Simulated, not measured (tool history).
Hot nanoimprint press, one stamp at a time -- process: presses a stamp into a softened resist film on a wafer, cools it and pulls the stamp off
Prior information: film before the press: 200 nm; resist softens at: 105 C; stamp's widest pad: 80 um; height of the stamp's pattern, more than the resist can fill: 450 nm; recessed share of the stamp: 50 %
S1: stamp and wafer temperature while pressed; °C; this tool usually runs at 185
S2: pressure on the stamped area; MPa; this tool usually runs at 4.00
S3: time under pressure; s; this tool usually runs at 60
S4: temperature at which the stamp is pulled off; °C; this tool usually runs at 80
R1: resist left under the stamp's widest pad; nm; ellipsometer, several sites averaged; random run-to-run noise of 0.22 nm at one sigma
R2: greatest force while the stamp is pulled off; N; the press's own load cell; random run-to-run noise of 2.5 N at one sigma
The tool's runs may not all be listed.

{"run": 1, "day": 0.0, "S1": 185, "S2": 4.0, "S3": 60, "S4": 80, "R1": 91.7, "R2": 143}
{"run": 2, "day": 1.7, "S1": 185, "S2": 4.0, "S3": 60, "S4": 87, "R1": 92.0, "R2": 131}
{"run": 3, "day": 4.008, "S1": 185, "S2": 4.0, "S3": 60, "S4": 87, "R1": 91.6, "R2": 145}
{"run": 4, "day": 6.517, "S1": 185, "S2": 4.0, "S3": 60, "S4": 87, "R1": 91.3, "R2": 145}
{"run": 5, "day": 9.1, "S1": 185, "S2": 4.0, "S3": 60, "S4": 87, "R1": 91.6, "R2": 152}
{"run": 6, "day": 11.3, "S1": 185, "S2": 4.0, "S3": 60, "S4": 87, "R1": 90.9, "R2": 159}
{"day": 12.854, "done": "plate thermocouple calibrated"}
{"run": 7, "day": 14.179, "S1": 185, "S2": 4.0, "S3": 60, "S4": 87, "R1": 92.4, "R2": 169}
{"run": 8, "day": 16.092, "S1": 185, "S2": 4.0, "S3": 60, "S4": 87, "R1": 92.7, "R2": 169}
{"run": 9, "day": 18.883, "S1": 185, "S2": 4.0, "S3": 60, "S4": 80, "R1": 92.1, "R2": 201}
{"day": 20.029, "done": "stamp cleaned and given a new release coat"}
{"run": 10, "day": 20.862, "S1": 185, "S2": 4.0, "S3": 60, "S4": 80, "R1": 91.8, "R2": 116}
{"run": 11, "day": 24.05, "S1": 185, "S2": 4.0, "S3": 60, "S4": 80, "R1": 92.0, "R2": 123}
{"run": 12, "day": 25.671, "S1": 185, "S2": 4.0, "S3": 60, "S4": 80, "R1": 91.8, "R2": 124}
{"run": 13, "day": 27.562, "S1": 185, "S2": 4.0, "S3": 60, "S4": 80, "R1": 91.5, "R2": 131}
{"run": 14, "day": 28.958, "S1": 185, "S2": 4.0, "S3": 60, "S4": 82, "R1": 91.4, "R2": 134}
{"run": 15, "day": 31.721, "S1": 185, "S2": 4.0, "S3": 60, "S4": 80, "R1": 91.3, "R2": 142}
{"run": 16, "day": 34.154, "S1": 185, "S2": 4.0, "S3": 60, "S4": 80, "R1": 91.5, "R2": 144}
{"run": 17, "day": 37.383, "S1": 185, "S2": 4.0, "S3": 60, "S4": 80, "R1": 91.1, "R2": 155}
{"day": 38.525, "done": "plate thermocouple calibrated"}
{"run": 18, "day": 40.792, "S1": 196, "S2": 2.73, "S3": 40, "S4": 84, "R1": 98.7, "R2": 164}
{"run": 19, "day": 42.508, "S1": 196, "S2": 2.73, "S3": 40, "S4": 84, "R1": 98.2, "R2": 163}
{"run": 20, "day": 44.1, "S1": 185, "S2": 3.28, "S3": 60, "S4": 71, "R1": 101.9, "R2": 204}
{"run": 21, "day": 47.304, "S1": 179, "S2": 5.51, "S3": 75, "S4": 69, "R1": 87.1, "R2": 230}
{"run": 22, "day": 50.379, "S1": 183, "S2": 5.51, "S3": 77, "S4": 69, "R1": 76.9, "R2": 227}
{"day": 52.462, "done": "stamp cleaned and given a new release coat"}
{"run": 23, "day": 53.112, "S1": 185, "S2": 5.42, "S3": 106, "S4": 80, "R1": 64.8, "R2": 114}
{"run": 24, "day": 54.708, "S1": 185, "S2": 4.36, "S3": 60, "S4": 79, "R1": 88.6, "R2": 122}
{"run": 25, "day": 57.575, "S1": 185, "S2": 4.36, "S3": 60, "S4": 79, "R1": 88.3, "R2": 124}
{"run": 26, "day": 59.917, "S1": 182, "S2": 2.47, "S3": 46, "S4": 68, "R1": 130.8, "R2": 157}
{"day": 60.533, "done": "press's hydraulic seals changed and the load cell set to zero"}
{"run": 27, "day": 61.817, "S1": 185, "S2": 4.0, "S3": 77, "S4": 80, "R1": 81.6, "R2": 131}
{"day": 64.483, "done": "plate thermocouple calibrated"}
{"run": 28, "day": 64.888, "S1": 175, "S2": 4.0, "S3": 77, "S4": 87, "R1": 111.7, "R2": 129}
{"run": 29, "day": 66.267, "S1": 175, "S2": 4.0, "S3": 77, "S4": 87, "R1": 110.9, "R2": 133}

What if the next run were any one of these 5? Each begins from the tool's condition after run 29:
{"run": "A", "day": 68.079, "S1": 175, "S2": 4.0, "S3": 91, "S4": 67, "R1": "?", "R2": "?"}
{"run": "B", "day": 68.079, "S1": 173, "S2": 3.29, "S3": 100, "S4": 80, "R1": "?", "R2": "?"}
{"run": "C", "day": 68.079, "S1": 175, "S2": 3.46, "S3": 41, "S4": 83, "R1": "?", "R2": "?"}
{"run": "D", "day": 68.079, "S1": 184, "S2": 2.6, "S3": 31, "S4": 80, "R1": "?", "R2": "?"}
{"run": "E", "day": 68.079, "S1": 185, "S2": 4.0, "S3": 65, "S4": 83, "R1": "?", "R2": "?"}

run=A R1=105.0 R2=188
run=B R1=117.6 R2=149
run=C R1=140.0 R2=143
run=D R1=138.1 R2=151
run=E R1=88.6 R2=145
Had the tool no hidden state, the same runs would have come out as:
run=A R1=105.4 R2=138
run=B R1=118.0 R2=110
run=C R1=140.3 R2=105
run=D R1=138.4 R2=110
run=E R1=88.9 R2=107
